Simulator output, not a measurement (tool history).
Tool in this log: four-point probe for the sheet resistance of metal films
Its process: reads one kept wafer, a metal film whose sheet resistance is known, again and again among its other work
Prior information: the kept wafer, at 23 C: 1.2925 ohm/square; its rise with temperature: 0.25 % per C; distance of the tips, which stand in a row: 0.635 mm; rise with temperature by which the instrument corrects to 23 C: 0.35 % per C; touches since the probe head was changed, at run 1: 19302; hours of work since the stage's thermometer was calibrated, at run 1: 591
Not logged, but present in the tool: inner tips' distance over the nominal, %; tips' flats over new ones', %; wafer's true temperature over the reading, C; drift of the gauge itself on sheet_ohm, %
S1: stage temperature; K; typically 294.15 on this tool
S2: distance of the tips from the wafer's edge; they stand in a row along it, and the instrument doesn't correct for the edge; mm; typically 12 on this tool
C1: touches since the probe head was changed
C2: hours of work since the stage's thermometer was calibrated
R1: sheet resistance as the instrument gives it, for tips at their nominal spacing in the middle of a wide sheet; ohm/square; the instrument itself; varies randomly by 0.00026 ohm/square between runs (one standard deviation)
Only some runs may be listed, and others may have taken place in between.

run 1 hour=0 | S1=294.15 S2=12 | C1=19302 C2=591 | R1=1.299046
run 2 hour=18.5 | S1=294.15 S2=12 | C1=20071 C2=601 | R1=1.299086
run 3 hour=27 | S1=294.15 S2=12 | C1=20422 C2=606 | R1=1.299471
run 4 hour=42.3 | S1=294.15 S2=23 | C1=21057 C2=614 | R1=1.297831
run 5 hour=55 | S1=294.15 S2=23 | C1=21587 C2=622 | R1=1.297916
run 6 hour=71.5 | S1=294.15 S2=23 | C1=22272 C2=631 | R1=1.298407
run 7 hour=83.6 | S1=294.15 S2=23 | C1=22774 C2=637 | R1=1.29815
run 8 hour=93.4 | S1=294.15 S2=23 | C1=23184 C2=643 | R1=1.298157
run 9 hour=104 | S1=294.15 S2=12 | C1=23621 C2=649 | R1=1.300225
run 10 hour=117.3 | S1=304.15 S2=12 | C1=24174 C2=656 | R1=1.287493
run 11 hour=126.6 | S1=306.15 S2=12 | C1=24561 C2=661 | R1=1.284922
run 12 hour=146 | S1=306.15 S2=12 | C1=25369 C2=672 | R1=1.284535
run 13 hour=162.6 | S1=306.15 S2=12 | C1=26055 C2=681 | R1=1.28468
run 14 hour=175 | S1=306.15 S2=12 | C1=26573 C2=688 | R1=1.284922
run 15 hour=190.7 | S1=306.15 S2=12 | C1=27225 C2=697 | R1=1.285014
run 16 hour=206.3 | S1=294.15 S2=12 | C1=27874 C2=706 | R1=1.299637
run 17 hour=216.6 | S1=299.15 S2=12 | C1=28301 C2=711 | R1=1.293995
run 18 hour=228.6 | S1=294.15 S2=12 | C1=28798 C2=718 | R1=1.300239
run 19 hour=238.2 | S1=291.15 S2=8 | C1=29200 C2=723 | R1=1.306943
run 20 hour=252.4 | S1=291.15 S2=8 | C1=29790 C2=731 | R1=1.306848
run 21 hour=269.3 | S1=291.15 S2=8 | C1=30488 C2=741 | R1=1.307109
run 22 hour=284.2 | S1=296.15 S2=57 | C1=31108 C2=749 | R1=1.295791
run 23 hour=296.4 | S1=291.15 S2=36 | C1=31617 C2=756 | R1=1.302397
run 24 hour=310.4 | S1=301.15 S2=5 | C1=32199 C2=764 | R1=1.300708
run 25 hour=321.6 | S1=308.15 S2=20 | C1=32662 C2=770 | R1=1.281676
run 26 hour=337.4 | S1=294.15 S2=13 | C1=33317 C2=779 | R1=1.30037
run 27 hour=348 | S1=294.15 S2=13 | C1=33758 C2=785 | R1=1.300534
run 28 hour=364.2 | S1=299.15 S2=4 | C1=34434 C2=794 | R1=1.309479
run 29 hour=376.8 | S1=295.15 S2=71 | C1=34956 C2=801 | R1=1.297436
run 30 hour=389.2 | S1=294.15 S2=4 | C1=35470 C2=807 | R1=1.315799
run 31 hour=400.2 | S1=296.15 S2=35 | C1=35927 C2=814 | R1=1.296248
run 32 hour=409.5 | S1=294.15 S2=26 | C1=36314 C2=819 | R1=1.299537
run 33 hour=422.1 | S1=296.15 S2=19 | C1=36840 C2=826 | R1=1.296998
run 34 hour=440.4 | S1=300.15 S2=3 | C1=37599 C2=836 | R1=1.32177
run 35 hour=455.5 | S1=293.15 S2=7 | C1=38225 C2=844 | R1=1.306269

Alternative continuations, all from the tool just after run 35; predict every row:
run A hour=470.3 | S1=300.15 S2=33 | C1=38839 C2=853 | R1=?
run B hour=470.3 | S1=299.15 S2=12 | C1=38839 C2=853 | R1=?
run C hour=470.3 | S1=294.15 S2=14 | C1=38839 C2=853 | R1=?

run=A R1=1.291203
run=B R1=1.294602
run=C R1=1.301089
Had the tool no hidden state, the same runs would have come out as:
run=A R1=1.287217
run=B R1=1.290609
run=C R1=1.297085
